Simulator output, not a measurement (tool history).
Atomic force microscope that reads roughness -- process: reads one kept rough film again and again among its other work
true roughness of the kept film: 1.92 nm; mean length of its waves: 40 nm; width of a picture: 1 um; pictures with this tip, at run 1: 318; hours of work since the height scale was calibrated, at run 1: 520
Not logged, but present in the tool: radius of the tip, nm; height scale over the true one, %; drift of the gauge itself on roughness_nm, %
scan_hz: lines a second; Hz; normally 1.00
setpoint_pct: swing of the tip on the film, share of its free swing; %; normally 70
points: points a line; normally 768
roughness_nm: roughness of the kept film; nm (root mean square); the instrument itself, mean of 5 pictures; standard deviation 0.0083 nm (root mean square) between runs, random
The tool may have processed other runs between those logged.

run     day  scan_hz  setpoint_pct  points  pictures with this tip  hours of work since the height scale was calibrated  roughness_nm
  1   0.000     1.00            70     768                     318                                                  520         1.758
  2   0.579     1.00            70     768                     349                                                  529         1.762
      1.033  -- new tip fitted
  3   1.158     1.00            70     768                       6                                                  538         1.790
  4   2.417     1.00            73     768                      73                                                  557         1.798
  5   3.642     1.00            73     768                     138                                                  576         1.789
  6   4.321     1.00            73     768                     174                                                  586         1.783
  7   4.896     1.00            73     768                     205                                                  595         1.768
  8   6.008     1.00            73     768                     264                                                  612         1.757
  9   6.788     1.00            73     768                     306                                                  624         1.753
 10   7.588     1.00            70     773                     348                                                  636         1.759
      8.075  -- new tip fitted
 11   8.554     3.60            60     260                      25                                                  651         1.739
 12   9.804     1.08            71     804                      92                                                  670         1.810
 13  10.346     0.67            57    1014                     121                                                  679         1.843
 14  10.900     0.52            90     875                     150                                                  687         1.773
 15  12.050     1.59            57     282                     212                                                  705         1.796
 16  12.579     2.40            60     630                     240                                                  713         1.758
 17  13.654     0.95            70     768                     297                                                  729         1.783
 18  14.596     1.69            66     768                     347                                                  744         1.763
     15.100  -- new tip fitted
 19  15.846     1.14            73     270                      40                                                  763         1.768
 20  16.942     1.14            73     270                      98                                                  780         1.777

What if the next run were any one of these 4? Each begins from the tool's condition after run 20:
  A  18.112     1.14            63     270                     161                                                  798             ?
  B  18.112     1.14            56     270                     161                                                  798             ?
  C  18.112     0.58            70     768                     161                                                  798             ?
  D  18.112     1.14            73     379                     161                                                  798             ?

run  roughness_nm
  A         1.794
  B         1.797
  C         1.811
  D         1.768
With the hidden condition removed and each run's random variation left untouched, the same runs would have given:
run  roughness_nm
  A         1.814
  B         1.817
  C         1.831
  D         1.788
